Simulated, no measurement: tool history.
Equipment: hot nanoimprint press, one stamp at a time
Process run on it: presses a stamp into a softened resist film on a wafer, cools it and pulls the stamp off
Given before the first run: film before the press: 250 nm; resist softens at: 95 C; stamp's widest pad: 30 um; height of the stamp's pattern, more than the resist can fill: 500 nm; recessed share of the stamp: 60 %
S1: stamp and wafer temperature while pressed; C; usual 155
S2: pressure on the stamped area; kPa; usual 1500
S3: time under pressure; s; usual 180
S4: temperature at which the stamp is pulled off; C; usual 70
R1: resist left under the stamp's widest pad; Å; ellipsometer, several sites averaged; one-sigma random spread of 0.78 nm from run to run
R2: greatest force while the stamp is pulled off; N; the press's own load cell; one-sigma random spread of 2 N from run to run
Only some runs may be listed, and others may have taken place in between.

run    hour   S1    S2   S3  S4    R1   R2
  1       0  155  1500  180  70  1344  105
  2    58.6  155  1500  180  70  1337  108
  3   105.4  155  1500  180  70  1342  110
  4   173.7  155  1500  180  60  1332  119
  5   206.1  155  1500  180  60  1340  119
  6   249.1  155  1500  180  70  1329  113
      306.1  -- stamp cleaned and given a new release coat
  7   321.8  155  1500  247  70  1183  108
  8     362  155  1500  180  66  1338  108
  9     398  155  1500  180  66  1314  111
 10   464.7  155  1500  180  66  1316  113
      485.8  -- plate thermocouple calibrated
 11   502.7  155  1500  180  66  1367  118
 12     552  155  1500  180  66  1371  121
 13   600.7  155  1500  180  64  1360  122
      612.6  -- stamp cleaned and given a new release coat
 14   661.1  155  1500  180  64  1357  112
 15   701.2  146  1500  180  70  1756  108
 16   734.4  154  1500  177  68  1423  109
 17   786.3  163  1500  177  68  1068  113
 18   849.1  149  1500  177  68  1613  115
 19   878.7  150  1630   91  74  1827  114
      918.4  -- stamp cleaned and given a new release coat
 20   950.1  144  1840   91  59  1991  119
 21   985.2  144  1180   91  68  2179  112
 22  1051.8  144  1180   91  68  2135  111
 23  1098.5  144  1180  183  68  1920  114
 24  1129.2  160  1190  144  77  1359  105
     1141.3  -- plate thermocouple calibrated
 25  1181.9  162  1260  144  77  1284  107
     1225.7  -- stamp cleaned and given a new release coat
 26  1250.1  148  1250  180  59  1761  117

What will run 27 give?
 27  1279.2  160  1500  326  70   ?   ?

{"run 27": {"R1": 934, "R2": 109}}
Take away the tool's hidden state, keep the run-to-run variation as it was, and the same run would have given R1 916 Å, R2 108 N.

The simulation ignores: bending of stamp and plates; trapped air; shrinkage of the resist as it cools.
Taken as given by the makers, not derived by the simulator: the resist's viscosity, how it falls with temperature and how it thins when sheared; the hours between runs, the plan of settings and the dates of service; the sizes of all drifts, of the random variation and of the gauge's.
